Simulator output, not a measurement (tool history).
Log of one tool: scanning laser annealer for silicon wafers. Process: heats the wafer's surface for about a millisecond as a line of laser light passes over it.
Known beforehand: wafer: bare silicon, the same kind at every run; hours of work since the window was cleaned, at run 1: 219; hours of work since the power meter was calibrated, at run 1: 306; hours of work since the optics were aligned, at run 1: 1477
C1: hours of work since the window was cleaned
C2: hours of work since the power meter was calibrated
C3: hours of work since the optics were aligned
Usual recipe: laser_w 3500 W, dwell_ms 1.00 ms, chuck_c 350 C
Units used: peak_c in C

run 1 hour=0.0 | laser_w=3500 dwell_ms=1.00 chuck_c=350 | C1=219 C2=306 C3=1477 | peak_c=1176
run 2 hour=29.4 | laser_w=3030 dwell_ms=1.00 chuck_c=350 | C1=232 C2=319 C3=1491 | peak_c=1068
run 3 hour=53.7 | laser_w=3030 dwell_ms=1.00 chuck_c=350 | C1=243 C2=330 C3=1502 | peak_c=1066
run 4 hour=70.7 | laser_w=3850 dwell_ms=1.00 chuck_c=350 | C1=250 C2=337 C3=1509 | peak_c=1255
run 5 hour=91.0 | laser_w=3850 dwell_ms=1.00 chuck_c=350 | C1=259 C2=347 C3=1518 | peak_c=1252
run 6 hour=113.1 | laser_w=3850 dwell_ms=1.00 chuck_c=350 | C1=269 C2=356 C3=1528 | peak_c=1252
run 7 hour=139.5 | laser_w=3850 dwell_ms=1.00 chuck_c=350 | C1=281 C2=368 C3=1540 | peak_c=1251
run 8 hour=160.3 | laser_w=3850 dwell_ms=1.00 chuck_c=350 | C1=290 C2=378 C3=1549 | peak_c=1251
run 9 hour=181.2 | laser_w=3850 dwell_ms=1.00 chuck_c=350 | C1=300 C2=387 C3=1559 | peak_c=1249
run 10 hour=210.4 | laser_w=3850 dwell_ms=1.00 chuck_c=350 | C1=313 C2=400 C3=1572 | peak_c=1252
run 11 hour=234.1 | laser_w=3500 dwell_ms=1.00 chuck_c=350 | C1=324 C2=411 C3=1582 | peak_c=1172
run 12 hour=251.1 | laser_w=3500 dwell_ms=0.72 chuck_c=350 | C1=331 C2=418 C3=1590 | peak_c=1058
run 13 hour=276.8 | laser_w=3500 dwell_ms=0.72 chuck_c=350 | C1=343 C2=430 C3=1602 | peak_c=1058
run 14 hour=289.2 | laser_w=3500 dwell_ms=0.74 chuck_c=350 | C1=348 C2=435 C3=1607 | peak_c=1064
run 15 hour=303.7 | laser_w=3500 dwell_ms=0.74 chuck_c=345 | C1=355 C2=442 C3=1614 | peak_c=1059
run 16 hour=318.5 | laser_w=3500 dwell_ms=1.00 chuck_c=350 | C1=361 C2=449 C3=1620 | peak_c=1173
run 17 hour=339.3 | laser_w=3500 dwell_ms=1.00 chuck_c=350 | C1=371 C2=458 C3=1630 | peak_c=1172
run 18 hour=361.7 | laser_w=3500 dwell_ms=1.00 chuck_c=350 | C1=381 C2=468 C3=1640 | peak_c=1170
run 19 hour=381.9 | laser_w=3500 dwell_ms=1.00 chuck_c=380 | C1=390 C2=477 C3=1649 | peak_c=1200
run 20 hour=396.0 | laser_w=3500 dwell_ms=1.00 chuck_c=337 | C1=396 C2=483 C3=1655 | peak_c=1156
run 21 hour=424.7 | laser_w=3500 dwell_ms=1.00 chuck_c=337 | C1=409 C2=496 C3=1668 | peak_c=1158
run 22 hour=445.7 | laser_w=3412 dwell_ms=1.00 chuck_c=350 | C1=418 C2=506 C3=1677 | peak_c=1150
run 23 hour=475.2 | laser_w=3450 dwell_ms=0.85 chuck_c=353 | C1=432 C2=519 C3=1690 | peak_c=1101
run 24 hour=490.6 | laser_w=3450 dwell_ms=0.85 chuck_c=353 | C1=439 C2=526 C3=1697 | peak_c=1101
run 25 hour=508.6 | laser_w=3142 dwell_ms=0.96 chuck_c=385 | C1=447 C2=534 C3=1705 | peak_c=1107
run 26 hour=538.0 | laser_w=3142 dwell_ms=0.96 chuck_c=385 | C1=460 C2=547 C3=1719 | peak_c=1107
-- hour=543.4 laser's power meter calibrated
run 27 hour=560.8 | laser_w=3758 dwell_ms=1.19 chuck_c=356 | C1=469 C2=8 C3=1727 | peak_c=1304
run 28 hour=580.0 | laser_w=3758 dwell_ms=1.19 chuck_c=356 | C1=477 C2=16 C3=1736 | peak_c=1304
run 29 hour=592.8 | laser_w=3500 dwell_ms=1.00 chuck_c=333 | C1=483 C2=22 C3=1742 | peak_c=1150
run 30 hour=607.1 | laser_w=3341 dwell_ms=0.87 chuck_c=359 | C1=489 C2=29 C3=1748 | peak_c=1092
run 31 hour=625.5 | laser_w=3341 dwell_ms=0.87 chuck_c=359 | C1=498 C2=37 C3=1756 | peak_c=1093
run 32 hour=651.4 | laser_w=3084 dwell_ms=0.74 chuck_c=350 | C1=509 C2=48 C3=1768 | peak_c=982
run 33 hour=664.9 | laser_w=3406 dwell_ms=0.77 chuck_c=322 | C1=515 C2=54 C3=1774 | peak_c=1031
-- hour=685.3 laser's power meter calibrated, once more
run 34 hour=692.3 | laser_w=3406 dwell_ms=0.77 chuck_c=384 | C1=526 C2=3 C3=1785 | peak_c=1091
run 35 hour=709.6 | laser_w=3395 dwell_ms=1.00 chuck_c=354 | C1=534 C2=11 C3=1793 | peak_c=1148
run 36 hour=737.0 | laser_w=3395 dwell_ms=1.00 chuck_c=354 | C1=546 C2=23 C3=1805 | peak_c=1143
run 37 hour=766.5 | laser_w=3552 dwell_ms=1.00 chuck_c=376 | C1=560 C2=36 C3=1818 | peak_c=1203
run 38 hour=795.3 | laser_w=3559 dwell_ms=1.00 chuck_c=362 | C1=572 C2=49 C3=1831 | peak_c=1193

Each row is a separate what-if for the run after 38, all from the same tool condition, not one after another. Results?
run A hour=817.8 | laser_w=3500 dwell_ms=1.00 chuck_c=366 | C1=582 C2=59 C3=1841 | peak_c=?
run B hour=817.8 | laser_w=3074 dwell_ms=1.19 chuck_c=362 | C1=582 C2=59 C3=1841 | peak_c=?
run C hour=817.8 | laser_w=3018 dwell_ms=0.86 chuck_c=356 | C1=582 C2=59 C3=1841 | peak_c=?
run D hour=817.8 | laser_w=3499 dwell_ms=1.00 chuck_c=362 | C1=582 C2=59 C3=1841 | peak_c=?

run=A peak_c=1181
run=B peak_c=1140
run=C peak_c=1016
run=D peak_c=1176
What these runs would have given with no unlogged condition in the tool:
run=A peak_c=1207
run=B peak_c=1165
run=C peak_c=1037
run=D peak_c=1202
